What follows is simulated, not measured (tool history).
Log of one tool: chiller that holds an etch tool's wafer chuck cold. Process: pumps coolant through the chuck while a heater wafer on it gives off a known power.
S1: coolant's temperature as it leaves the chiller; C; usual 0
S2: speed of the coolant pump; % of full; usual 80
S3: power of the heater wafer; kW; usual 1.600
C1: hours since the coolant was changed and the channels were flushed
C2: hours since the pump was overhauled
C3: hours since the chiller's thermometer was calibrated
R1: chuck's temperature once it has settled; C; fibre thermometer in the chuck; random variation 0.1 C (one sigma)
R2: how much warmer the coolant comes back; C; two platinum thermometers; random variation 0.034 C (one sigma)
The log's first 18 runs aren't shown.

run 19 day=53.946 | S1=9 S2=71 S3=1.431 | C1=3162 C2=2892 C3=2747 | R1=22.7 R2=5.26
run 20 day=58.479 | S1=9 S2=71 S3=1.431 | C1=3271 C2=3001 C3=2855 | R1=22.8 R2=5.17
run 21 day=62.571 | S1=9 S2=71 S3=1.431 | C1=3369 C2=3099 C3=2954 | R1=22.7 R2=5.18
run 22 day=66.996 | S1=9 S2=71 S3=1.431 | C1=3475 C2=3205 C3=3060 | R1=22.6 R2=5.17
-- day=71.842 gauge calibrated
run 23 day=71.842 | S1=9 S2=71 S3=1.431 | C1=3592 C2=3321 C3=3176 | R1=22.6 R2=5.47
run 24 day=76.421 | S1=9 S2=71 S3=2.177 | C1=3702 C2=3431 C3=3286 | R1=29.9 R2=8.09
run 25 day=78.596 | S1=9 S2=71 S3=2.177 | C1=3754 C2=3483 C3=3338 | R1=29.8 R2=8.16
run 26 day=82.988 | S1=-8 S2=78 S3=0.956 | C1=3859 C2=3589 C3=3443 | R1=0.3 R2=3.25
run 27 day=86.212 | S1=-8 S2=78 S3=0.956 | C1=3937 C2=3666 C3=3521 | R1=0.5 R2=3.18
run 28 day=88.796 | S1=-8 S2=78 S3=0.956 | C1=3999 C2=3728 C3=3583 | R1=0.5 R2=3.21
run 29 day=90.908 | S1=-6 S2=78 S3=1.896 | C1=4049 C2=3779 C3=3634 | R1=10.7 R2=6.39
-- day=93.338 coolant changed, channels flushed
run 30 day=95.546 | S1=-6 S2=78 S3=1.896 | C1=53 C2=3884 C3=3739 | R1=10.5 R2=6.37
run 31 day=97.933 | S1=2 S2=60 S3=1.600 | C1=110 C2=3942 C3=3796 | R1=19.8 R2=7.24

Forecast each of these 3 alternatives for the next run:
run A day=101.258 | S1=-7 S2=96 S3=1.600 | C1=190 C2=4021 C3=3876 | R1=? R2=?
run B day=101.258 | S1=1 S2=60 S3=1.047 | C1=190 C2=4021 C3=3876 | R1=? R2=?
run C day=101.258 | S1=0 S2=80 S3=2.384 | C1=190 C2=4021 C3=3876 | R1=? R2=?

run=A R1=4.6 R2=4.19
run=B R1=12.5 R2=4.70
run=C R1=20.3 R2=7.79
Without the tool's hidden state the same runs would have given:
run=A R1=4.6 R2=4.28
run=B R1=12.5 R2=4.78
run=C R1=20.3 R2=7.86
